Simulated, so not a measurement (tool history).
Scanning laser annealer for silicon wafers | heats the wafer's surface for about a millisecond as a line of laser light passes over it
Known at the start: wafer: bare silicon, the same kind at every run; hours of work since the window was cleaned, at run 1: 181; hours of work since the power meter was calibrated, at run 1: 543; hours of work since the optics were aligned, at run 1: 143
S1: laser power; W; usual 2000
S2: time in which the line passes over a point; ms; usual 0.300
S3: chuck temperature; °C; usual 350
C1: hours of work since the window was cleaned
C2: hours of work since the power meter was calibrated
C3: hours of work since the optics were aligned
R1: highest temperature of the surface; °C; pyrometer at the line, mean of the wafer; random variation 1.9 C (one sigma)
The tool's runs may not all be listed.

run	day	S1	S2	S3	C1	C2	C3	R1
1	0.000	2000	0.300	350	181	543	143	1196
2	1.488	2000	0.300	350	200	563	163	1197
3	3.317	2000	0.300	350	224	587	187	1196
4	4.675	1950	0.300	350	242	605	205	1167
5	5.458	2000	0.300	350	253	615	215	1201
6	6.242	1972	0.300	350	263	626	225	1183
7	7.888	1972	0.300	318	285	647	247	1150
8	9.375	1972	0.300	318	304	667	267	1150
9	11.112	1972	0.300	318	327	690	290	1152
10	12.225	1972	0.300	318	342	705	304	1149
11	13.392	1972	0.300	318	357	720	320	1152
12	14.871	1972	0.300	318	377	739	339	1151
13	16.288	1972	0.295	318	396	758	358	1144
14	18.054	2000	0.212	350	419	781	381	1069
15	18.929	2000	0.212	350	430	793	393	1068
# day 19.479: window over the wafer cleaned
16	20.279	2000	0.300	350	11	810	410	1198
17	21.833	1898	0.300	350	31	830	430	1144
18	23.658	1898	0.300	350	55	854	454	1146
19	24.650	2010	0.300	350	68	867	467	1204
20	25.912	2000	0.227	350	85	884	484	1092
21	27.125	2000	0.227	350	101	900	500	1094
22	28.146	1800	0.300	377	114	914	514	1122
23	29.029	1845	0.243	345	126	925	525	1043
24	29.892	1845	0.243	345	137	937	537	1042
25	31.025	2000	0.364	362	152	952	551	1287
26	32.512	2000	0.364	362	172	971	571	1289
27	34.325	2127	0.378	384	196	995	595	1398
28	35.442	2127	0.378	384	211	1010	610	1400
29	37.267	1924	0.378	384	235	1034	634	1283
30	38.704	1924	0.378	384	254	1053	653	1283
31	40.088	1919	0.378	348	272	1071	671	1247
32	41.921	1747	0.366	313	296	1095	695	1099
33	42.908	1747	0.366	313	309	1108	708	1102
34	44.379	1901	0.225	326	329	1128	728	1020
35	45.233	1901	0.225	326	340	1139	739	1019
36	46.717	2145	0.300	313	360	1159	759	1233
37	47.929	2086	0.301	350	376	1175	775	1242
38	48.721	1732	0.300	347	386	1185	785	1060
39	50.421	2127	0.286	313	408	1208	808	1205
40	52.129	1895	0.345	367	431	1230	830	1213
# day 52.567: window over the wafer cleaned
41	53.033	1895	0.345	367	6	1241	841	1215

How the hidden state differs across the entries between the runs, from the last listed run before each to the first after it:
Between runs 15 and 16: window over the wafer cleaned (day 19.479)
  light that passes the window, % of a clean one's: 99.95 -> 99.99
Between runs 40 and 41: window over the wafer cleaned (day 52.567)
  light that passes the window, % of a clean one's: 99.94 -> 99.99
